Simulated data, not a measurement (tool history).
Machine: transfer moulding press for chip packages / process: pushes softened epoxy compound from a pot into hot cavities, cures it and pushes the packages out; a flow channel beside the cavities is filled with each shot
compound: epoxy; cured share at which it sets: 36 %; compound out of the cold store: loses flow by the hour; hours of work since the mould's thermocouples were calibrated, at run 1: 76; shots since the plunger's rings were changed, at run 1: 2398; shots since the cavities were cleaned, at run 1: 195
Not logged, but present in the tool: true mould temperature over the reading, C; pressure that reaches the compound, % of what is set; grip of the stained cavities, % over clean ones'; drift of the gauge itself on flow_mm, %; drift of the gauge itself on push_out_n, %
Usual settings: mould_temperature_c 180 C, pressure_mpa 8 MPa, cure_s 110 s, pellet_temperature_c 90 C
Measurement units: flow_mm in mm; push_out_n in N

run   hour  mould_temperature_c  pressure_mpa  cure_s  pellet_temperature_c  hours of work since the mould's thermocouples were calibrated  shots since the plunger's rings were changed  shots since the cavities were cleaned  incoming compound's hours out of the cold store  flow_mm  push_out_n
  1      0                  180             8     110                    90                                                             76                                          2398                                    195                                             45.5      775         570
  2   17.6                  180             8     110                    90                                                             89                                          2616                                    413                                             16.1      886         616
  3   30.6                  180             8     110                    90                                                             98                                          2778                                    575                                             41.9      788         656
  4   45.1                  180             8     104                    90                                                            108                                          2957                                    754                                               37      811         717
      47.9  -- cavities cleaned with cleaning compound and waxed
  5   62.8                  180             8     110                    90                                                            120                                          3158                                    185                                             28.4      835         549
  6   72.5                  180             8     110                    90                                                            127                                          3278                                    305                                             46.7      768         589
  7   81.5                  180             8      96                    90                                                            133                                          3390                                    417                                             20.8      856         736
  8   96.8                  180             8      96                    90                                                            144                                          3580                                    607                                             26.3      830         737
     111.5  -- cavities cleaned with cleaning compound and waxed
  9  117.7                  180             8      96                    90                                                            158                                          3821                                     78                                             29.6      821         568
 10  136.1                  178             8      96                    90                                                            171                                          4049                                    306                                             21.1      854         745
 11  146.4                  180          6.45     110                    81                                                            178                                          4175                                    432                                             15.3      780         614
 12  163.9                  180             8     110                    84                                                            191                                          4392                                    649                                             13.8      880         664
     174.5  -- cavities cleaned with cleaning compound and waxed
     183.1  -- plunger's sealing rings changed
 13  183.8                  184          6.14     110                    88                                                            202                                             8                                     84                                             47.7      675         488
 14  203.9                  180             8     103                    90                                                            216                                           257                                    333                                             24.3      871         632
 15  223.6                  180          6.56     133                    81                                                            230                                           501                                    577                                             23.3      781         626
     241.1  -- cavities cleaned with cleaning compound and waxed
 16  244.8                  187          8.42     139                    95                                                            244                                           746                                     46                                             47.6      768         475
 17  265.3                  187          8.42     139                    95                                                            259                                           999                                    299                                             20.3      860         542
 18  274.3                  187          8.42     139                    95                                                            265                                          1111                                    411                                             45.8      782         568

Predict each of these 4 candidate next runs independently; none follows another, all start after run 18:
  A  288.3                  180             8     140                    99                                                            275                                          1285                                    585                                             37.9        ?           ?
  B  288.3                  175             8     141                    90                                                            275                                          1285                                    585                                             15.1        ?           ?
  C  288.3                  187          8.42     139                    97                                                            275                                          1285                                    585                                             44.6        ?           ?
  D  288.3                  185          6.82     105                    90                                                            275                                          1285                                    585                                             44.1        ?           ?

run  flow_mm  push_out_n
  A      799         605
  B      921         616
  C      782         602
  D      717         612
With the hidden condition removed and each run's random variation left untouched, the same runs would have given:
run  flow_mm  push_out_n
  A      813         448
  B      938         461
  C      796         445
  D      730         454

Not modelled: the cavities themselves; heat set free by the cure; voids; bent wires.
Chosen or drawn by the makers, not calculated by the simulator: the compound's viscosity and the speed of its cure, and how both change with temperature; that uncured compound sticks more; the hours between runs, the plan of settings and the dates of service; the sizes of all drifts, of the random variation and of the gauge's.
